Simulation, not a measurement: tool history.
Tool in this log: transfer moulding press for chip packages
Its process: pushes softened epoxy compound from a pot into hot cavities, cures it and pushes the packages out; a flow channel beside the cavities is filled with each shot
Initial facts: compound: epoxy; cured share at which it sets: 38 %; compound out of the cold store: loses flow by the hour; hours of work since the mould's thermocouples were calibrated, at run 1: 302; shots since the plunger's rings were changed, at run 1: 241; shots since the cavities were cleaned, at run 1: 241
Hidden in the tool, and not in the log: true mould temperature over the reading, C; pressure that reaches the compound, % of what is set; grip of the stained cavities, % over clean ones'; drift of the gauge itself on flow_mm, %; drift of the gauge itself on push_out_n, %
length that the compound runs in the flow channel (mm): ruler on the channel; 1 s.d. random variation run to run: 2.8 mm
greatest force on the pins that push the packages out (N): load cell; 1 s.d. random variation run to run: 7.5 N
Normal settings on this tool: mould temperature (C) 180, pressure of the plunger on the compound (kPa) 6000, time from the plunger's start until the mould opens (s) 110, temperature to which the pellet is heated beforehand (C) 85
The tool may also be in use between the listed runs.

| run | day | mould temperature (C) | pressure of the plunger on the compound (kPa) | time from the plunger's start until the mould opens (s) | temperature to which the pellet is heated beforehand (C) | hours of work since the mould's thermocouples were calibrated | shots since the plunger's rings were changed | shots since the cavities were cleaned | incoming compound's hours out of the cold store | length that the compound runs in the flow channel (mm) | greatest force on the pins that push the packages out (N) |
|---|---|---|---|---|---|---|---|---|---|---|---|
| 1 | 0 | 180 | 6000 | 110 | 85 | 302 | 241 | 241 | 26.2 | 593 | 404 |
| 2 | 1.4 | 180 | 6000 | 110 | 85 | 324 | 588 | 588 | 24.9 | 595 | 507 |
| 3 | 2.675 | 180 | 6000 | 110 | 85 | 345 | 903 | 903 | 35.4 | 559 | 555 |
| 4 | 3.446 | 180 | 6000 | 110 | 85 | 357 | 1093 | 1093 | 12.1 | 638 | 574 |
|  | 3.904 | cavities cleaned with cleaning compound and waxed |
| 5 | 4.15 | 180 | 6000 | 110 | 85 | 367 | 1252 | 61 | 24.2 | 594 | 358 |
| 6 | 5.033 | 180 | 6000 | 110 | 85 | 382 | 1470 | 279 | 23.9 | 594 | 439 |
| 7 | 6.392 | 180 | 6000 | 110 | 85 | 403 | 1806 | 615 | 26.6 | 588 | 508 |
| 8 | 7.333 | 180 | 6000 | 110 | 85 | 418 | 2039 | 848 | 8.9 | 642 | 548 |
| 9 | 8.267 | 180 | 6000 | 110 | 85 | 433 | 2270 | 1079 | 46.5 | 520 | 573 |
|  | 8.733 | cavities cleaned with cleaning compound and waxed |
| 10 | 9.121 | 180 | 6000 | 110 | 85 | 446 | 2465 | 95 | 12.4 | 629 | 384 |
| 11 | 9.979 | 180 | 6000 | 121 | 85 | 460 | 2678 | 308 | 39.4 | 540 | 425 |
| 12 | 11.196 | 180 | 6000 | 110 | 91 | 479 | 2979 | 609 | 40.6 | 532 | 508 |
| 13 | 12.171 | 180 | 6960 | 110 | 85 | 495 | 3220 | 850 | 37.7 | 582 | 545 |
| 14 | 13.408 | 180 | 5070 | 110 | 85 | 515 | 3526 | 1156 | 40.9 | 490 | 592 |
|  | 13.596 | cavities cleaned with cleaning compound and waxed |
| 15 | 14.246 | 184 | 6000 | 110 | 82 | 527 | 3717 | 161 | 11.4 | 612 | 370 |
| 16 | 15.208 | 180 | 6070 | 96 | 83 | 543 | 3955 | 399 | 30 | 567 | 531 |
| 17 | 16.408 | 183 | 4590 | 122 | 87 | 562 | 4252 | 696 | 16.5 | 523 | 481 |
| 18 | 17.167 | 183 | 4590 | 122 | 87 | 574 | 4439 | 883 | 27.5 | 487 | 516 |
|  | 18.475 | cavities cleaned with cleaning compound and waxed |
| 19 | 18.475 | 181 | 6000 | 108 | 81 | 594 | 4748 | 0 | 41.5 | 520 | 321 |
| 20 | 19.529 | 175 | 6000 | 110 | 89 | 611 | 5008 | 260 | 35.1 | 546 | 513 |
|  | 19.708 | mould's thermocouples calibrated |
| 21 | 20.346 | 187 | 6790 | 129 | 78 | 10 | 5190 | 442 | 28.1 | 579 | 450 |
| 22 | 20.95 | 187 | 6790 | 129 | 78 | 20 | 5339 | 591 | 24.9 | 589 | 459 |
| 23 | 21.858 | 180 | 6920 | 110 | 85 | 34 | 5563 | 815 | 39.5 | 556 | 525 |
| 24 | 22.779 | 187 | 6920 | 110 | 85 | 49 | 5791 | 1043 | 23.2 | 599 | 527 |
|  | 23.421 | cavities cleaned with cleaning compound and waxed |
| 25 | 24.271 | 186 | 6000 | 116 | 85 | 72 | 6144 | 210 | 42 | 503 | 387 |
| 26 | 25.338 | 186 | 6000 | 121 | 93 | 89 | 6408 | 474 | 12.9 | 589 | 441 |
| 27 | 26.679 | 180 | 5350 | 110 | 79 | 111 | 6740 | 806 | 47.9 | 466 | 527 |
|  | 27.646 | plunger's sealing rings changed |
| 28 | 28.192 | 181 | 5090 | 135 | 92 | 133 | 135 | 1154 | 28.9 | 533 | 570 |

Each row is a separate what-if for the run after 28, all from the same tool condition, not one after another. Results?
|  | 28.383 | cavities cleaned with cleaning compound and waxed |
| A | 28.983 | 180 | 6440 | 110 | 85 | 145 | 316 | 149 | 46.5 | ? | ? |
|  | 28.383 | cavities cleaned with cleaning compound and waxed |
| B | 28.983 | 180 | 6000 | 136 | 85 | 145 | 316 | 149 | 31.9 | ? | ? |
|  | 28.383 | cavities cleaned with cleaning compound and waxed |
| C | 28.983 | 180 | 4510 | 130 | 91 | 145 | 316 | 149 | 40.4 | ? | ? |
|  | 28.383 | cavities cleaned with cleaning compound and waxed |
| D | 28.983 | 180 | 6000 | 101 | 86 | 145 | 316 | 149 | 46.2 | ? | ? |

| run | length that the compound runs in the flow channel (mm) | greatest force on the pins that push the packages out (N) |
|---|---|---|
| A | 545 | 371 |
| B | 571 | 360 |
| C | 473 | 371 |
| D | 534 | 407 |
The same runs, with their run-to-run variation unchanged, on a tool lacking any hidden condition would have given:
| run | length that the compound runs in the flow channel (mm) | greatest force on the pins that push the packages out (N) |
|---|---|---|
| A | 549 | 309 |
| B | 575 | 299 |
| C | 476 | 309 |
| D | 537 | 340 |

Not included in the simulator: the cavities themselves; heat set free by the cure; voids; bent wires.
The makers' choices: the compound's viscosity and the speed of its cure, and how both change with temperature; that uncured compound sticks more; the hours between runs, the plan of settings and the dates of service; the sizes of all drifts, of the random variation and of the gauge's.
